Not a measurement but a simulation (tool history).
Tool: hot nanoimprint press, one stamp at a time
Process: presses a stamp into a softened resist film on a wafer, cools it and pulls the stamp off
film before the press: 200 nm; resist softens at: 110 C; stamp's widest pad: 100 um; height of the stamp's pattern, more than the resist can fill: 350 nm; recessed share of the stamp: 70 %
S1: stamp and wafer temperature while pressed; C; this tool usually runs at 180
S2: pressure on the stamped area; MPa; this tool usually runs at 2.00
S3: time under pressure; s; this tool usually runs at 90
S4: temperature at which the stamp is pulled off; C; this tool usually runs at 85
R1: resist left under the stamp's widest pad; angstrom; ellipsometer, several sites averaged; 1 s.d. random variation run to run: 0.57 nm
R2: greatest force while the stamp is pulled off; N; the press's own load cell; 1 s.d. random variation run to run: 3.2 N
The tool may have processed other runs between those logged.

run	day	S1	S2	S3	S4	R1	R2
1	0.000	180	2.00	90	85	1141	159
2	0.746	180	2.00	90	85	1139	162
3	1.304	180	2.00	90	85	1137	162
4	1.954	180	2.00	90	85	1139	169
5	2.392	180	2.00	90	85	1138	168
6	2.883	180	2.00	90	85	1131	171
7	3.562	180	2.00	90	85	1143	169
8	4.088	180	2.00	90	85	1132	169
9	4.525	180	2.00	90	85	1144	170
10	5.375	180	2.00	90	85	1132	176
11	6.279	180	2.00	90	85	1142	175
12	6.988	180	2.00	90	85	1137	178
13	7.900	180	2.46	90	85	1049	179
14	8.808	180	2.46	90	85	1045	180
15	9.608	180	2.46	90	85	1036	180
16	10.346	180	2.46	90	85	1038	185
17	11.150	180	2.46	90	85	1034	185
18	11.588	188	2.62	98	86	747	180
19	11.988	180	2.46	90	73	1032	255
20	12.896	181	2.00	52	85	1294	180
21	13.746	171	1.73	162	85	1318	187
22	14.650	171	1.73	162	85	1298	189
23	15.092	171	1.73	162	85	1294	192
24	15.471	180	2.88	90	83	969	199
25	15.942	180	2.88	90	83	971	201
26	16.642	180	2.88	90	82	956	217
27	17.117	180	2.37	90	85	1044	199
28	17.983	187	2.37	90	80	829	228
29	18.604	187	2.37	90	80	830	230

Results per run with the tool's hidden condition removed, run-to-run variation unchanged:
Hidden state at play: true temperature over the reading, C; pressure that arrives at the usual setting, %; grip of the stamp's worn release coat, % over a new coat's; drift of the gauge itself on residual_nm, %; drift of the gauge itself on pull_off_n, %.
run	R1	R2
1	1135	148
2	1134	150
3	1133	149
4	1135	154
5	1135	152
6	1129	154
7	1142	151
8	1132	150
9	1145	151
10	1134	154
11	1145	152
12	1141	154
13	1053	153
14	1050	152
15	1042	151
16	1045	154
17	1042	152
18	751	148
19	1042	208
20	1307	146
21	1339	151
22	1320	151
23	1317	152
24	979	157
25	982	158
26	968	169
27	1061	155
28	842	176
29	843	175
